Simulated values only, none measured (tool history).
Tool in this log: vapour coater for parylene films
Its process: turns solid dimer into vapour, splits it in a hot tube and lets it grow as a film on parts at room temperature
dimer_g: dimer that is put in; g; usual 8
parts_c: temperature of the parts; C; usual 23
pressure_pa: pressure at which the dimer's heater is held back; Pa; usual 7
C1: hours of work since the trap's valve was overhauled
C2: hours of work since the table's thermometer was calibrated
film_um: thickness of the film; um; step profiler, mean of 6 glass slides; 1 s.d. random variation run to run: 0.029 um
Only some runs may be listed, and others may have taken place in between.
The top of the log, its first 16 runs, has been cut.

At hour 170.6: table's thermometer calibrated.
Run 17, hour 178: usual settings but parts_c 26 C; C1 106; C2 6. Result: film_um 2.42 um.
Run 18, hour 192.5: usual settings but dimer_g 10 g, parts_c 26 C, pressure_pa 2.51 Pa; C1 118; C2 18. Result: film_um 3.49 um.
Run 19, hour 199.8: usual settings but parts_c 20 C; C1 124; C2 24. Result: film_um 3.01 um.
Run 20, hour 208: usual settings but parts_c 17 C, pressure_pa 11.04 Pa; C1 130; C2 31. Result: film_um 3.15 um.
Run 21, hour 223: usual settings but parts_c 18 C; C1 143; C2 43. Result: film_um 3.22 um.
Run 22, hour 232.1: usual settings but parts_c 18 C; C1 150; C2 50. Result: film_um 3.2 um.
Run 23, hour 247.9: usual settings but parts_c 18 C; C1 163; C2 63. Result: film_um 3.21 um.
At hour 261.7: table's thermometer calibrated, once more.
Run 24, hour 263.4: usual settings but dimer_g 4 g, parts_c 18 C; C1 175; C2 1. Result: film_um 1.52 um.
Run 25, hour 271.4: usual settings but dimer_g 4 g, parts_c 18 C; C1 181; C2 8. Result: film_um 1.57 um.
Run 26, hour 284.2: usual settings but dimer_g 5 g, parts_c 17 C, pressure_pa 10.48 Pa; C1 192; C2 18. Result: film_um 1.86 um.
Run 27, hour 291.4: usual settings but dimer_g 9 g, parts_c 19 C, pressure_pa 7.27 Pa; C1 198; C2 24. Result: film_um 3.35 um.
Run 28, hour 301.2: usual settings but dimer_g 5 g, parts_c 25 C, pressure_pa 11.69 Pa; C1 206; C2 32. Result: film_um 1.41 um.
Run 29, hour 316.9: usual settings but dimer_g 5 g, parts_c 19 C, pressure_pa 11.69 Pa; C1 219; C2 45. Result: film_um 1.72 um.
Run 30, hour 329.2: usual settings but dimer_g 14 g, parts_c 22 C, pressure_pa 6.34 Pa; C1 229; C2 55. Result: film_um 4.69 um.
Run 31, hour 340.9: usual settings but dimer_g 14 g, parts_c 22 C, pressure_pa 6.34 Pa; C1 238; C2 65. Result: film_um 4.72 um.
Run 32, hour 349.2: usual settings but dimer_g 5 g, parts_c 28 C, pressure_pa 2.01 Pa; C1 245; C2 72. Result: film_um 1.6 um.
Run 33, hour 361.6: usual settings but dimer_g 5 g, parts_c 28 C, pressure_pa 2.01 Pa; C1 255; C2 82. Result: film_um 1.63 um.

3 ways to go on from here, each from the tool as it stands after run 33. What would each give?
Run A, hour 373.9: usual settings but dimer_g 6 g, pressure_pa 4.02 Pa; C1 265; C2 92. Result: film_um ?.
Run B, hour 373.9: usual settings but parts_c 28 C; C1 265; C2 92. Result: film_um ?.
Run C, hour 373.9: usual settings but dimer_g 3 g, parts_c 19 C, pressure_pa 2.25 Pa; C1 265; C2 92. Result: film_um ?.

run  film_um
  A      2.1
  B     2.12
  C     1.33
Without the tool's unlogged condition, the same runs would have read:
run  film_um
  A     2.18
  B      2.2
  C     1.38
